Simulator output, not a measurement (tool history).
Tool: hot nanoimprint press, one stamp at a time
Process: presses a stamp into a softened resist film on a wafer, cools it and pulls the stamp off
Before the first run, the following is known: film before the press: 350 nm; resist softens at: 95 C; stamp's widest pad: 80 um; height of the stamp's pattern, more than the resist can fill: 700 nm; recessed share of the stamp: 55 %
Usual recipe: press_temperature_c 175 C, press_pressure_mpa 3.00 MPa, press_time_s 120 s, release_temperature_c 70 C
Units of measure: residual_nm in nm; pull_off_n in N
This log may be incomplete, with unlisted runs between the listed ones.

Run 1, hour 0.0: usual settings. Result: residual_nm 172.5 nm, pull_off_n 208 N.
Run 2, hour 10.3: usual settings. Result: residual_nm 172.8 nm, pull_off_n 210 N.
Run 3, hour 16.6: usual settings. Result: residual_nm 172.3 nm, pull_off_n 206 N.
Run 4, hour 24.9: usual settings. Result: residual_nm 171.9 nm, pull_off_n 208 N.
Run 5, hour 34.9: usual settings. Result: residual_nm 173.1 nm, pull_off_n 207 N.
Run 6, hour 39.2: usual settings. Result: residual_nm 171.7 nm, pull_off_n 210 N.
Run 7, hour 47.8: usual settings but press_time_s 75 s. Result: residual_nm 202.5 nm, pull_off_n 214 N.
Run 8, hour 55.1: usual settings but press_time_s 75 s. Result: residual_nm 202.7 nm, pull_off_n 211 N.
Run 9, hour 60.1: usual settings. Result: residual_nm 172.4 nm, pull_off_n 211 N.
Run 10, hour 64.7: usual settings. Result: residual_nm 171.8 nm, pull_off_n 212 N.
Run 11, hour 75.1: usual settings. Result: residual_nm 172.1 nm, pull_off_n 213 N.
Run 12, hour 85.1: usual settings. Result: residual_nm 172.1 nm, pull_off_n 212 N.
Run 13, hour 90.2: usual settings. Result: residual_nm 171.5 nm, pull_off_n 214 N.
Run 14, hour 96.4: usual settings. Result: residual_nm 171.8 nm, pull_off_n 214 N.
Run 15, hour 105.8: usual settings. Result: residual_nm 171.6 nm, pull_off_n 218 N.
At hour 109.3: plate thermocouple calibrated.
Run 16, hour 114.8: usual settings but press_time_s 80 s, release_temperature_c 61 C. Result: residual_nm 195.2 nm, pull_off_n 233 N.
Run 17, hour 121.0: usual settings but press_temperature_c 171 C, press_time_s 103 s. Result: residual_nm 197.2 nm, pull_off_n 219 N.
Run 18, hour 130.3: usual settings but press_temperature_c 183 C, press_pressure_mpa 2.17 MPa, press_time_s 77 s, release_temperature_c 71 C. Result: residual_nm 190.9 nm, pull_off_n 212 N.
Run 19, hour 139.7: usual settings but press_pressure_mpa 4.74 MPa. Result: residual_nm 137.9 nm, pull_off_n 213 N.
Run 20, hour 145.8: usual settings but press_pressure_mpa 1.89 MPa, release_temperature_c 71 C. Result: residual_nm 204.3 nm, pull_off_n 213 N.
At hour 149.2: plate thermocouple calibrated, once more.
Run 21, hour 157.3: usual settings but press_temperature_c 164 C, press_pressure_mpa 1.97 MPa, release_temperature_c 59 C. Result: residual_nm 258.2 nm, pull_off_n 241 N.
Run 22, hour 167.8: usual settings but press_temperature_c 164 C, press_pressure_mpa 1.97 MPa, release_temperature_c 59 C. Result: residual_nm 256.0 nm, pull_off_n 244 N.
Run 23, hour 178.2: usual settings but press_temperature_c 164 C, press_pressure_mpa 1.97 MPa, release_temperature_c 59 C. Result: residual_nm 258.0 nm, pull_off_n 248 N.
Run 24, hour 188.3: usual settings but press_temperature_c 170 C, press_pressure_mpa 3.50 MPa, release_temperature_c 64 C. Result: residual_nm 187.4 nm, pull_off_n 235 N.
Run 25, hour 196.0: usual settings but press_temperature_c 171 C, press_pressure_mpa 2.24 MPa, press_time_s 126 s, release_temperature_c 67 C. Result: residual_nm 212.3 nm, pull_off_n 229 N.
Run 26, hour 202.5: usual settings but press_temperature_c 171 C, press_pressure_mpa 2.24 MPa, press_time_s 126 s, release_temperature_c 67 C. Result: residual_nm 212.1 nm, pull_off_n 229 N.
Run 27, hour 213.0: usual settings but press_temperature_c 164 C, press_pressure_mpa 2.40 MPa, release_temperature_c 76 C. Result: residual_nm 243.9 nm, pull_off_n 215 N.
Run 28, hour 222.4: usual settings but press_temperature_c 164 C, press_pressure_mpa 2.05 MPa, release_temperature_c 63 C. Result: residual_nm 254.3 nm, pull_off_n 237 N.
Run 29, hour 228.0: usual settings but press_temperature_c 164 C, press_pressure_mpa 2.05 MPa, press_time_s 79 s, release_temperature_c 66 C. Result: residual_nm 279.1 nm, pull_off_n 236 N.

Branching from run 29: 3 alternative next runs. What would each branch give?
Run A, hour 238.3: usual settings. Result: residual_nm ?, pull_off_n ?.
Run B, hour 238.3: usual settings but press_temperature_c 164 C, press_pressure_mpa 4.61 MPa, press_time_s 79 s, release_temperature_c 66 C. Result: residual_nm ?, pull_off_n ?.
Run C, hour 238.3: usual settings but press_pressure_mpa 2.22 MPa, press_time_s 96 s, release_temperature_c 73 C. Result: residual_nm ?, pull_off_n ?.

run  residual_nm  pull_off_n
  A        176.7         225
  B        220.8         235
  C        212.7         217
With the hidden condition removed and each run's random variation left untouched, the same runs would have given:
run  residual_nm  pull_off_n
  A        174.8         199
  B        217.9         208
  C        211.2         192

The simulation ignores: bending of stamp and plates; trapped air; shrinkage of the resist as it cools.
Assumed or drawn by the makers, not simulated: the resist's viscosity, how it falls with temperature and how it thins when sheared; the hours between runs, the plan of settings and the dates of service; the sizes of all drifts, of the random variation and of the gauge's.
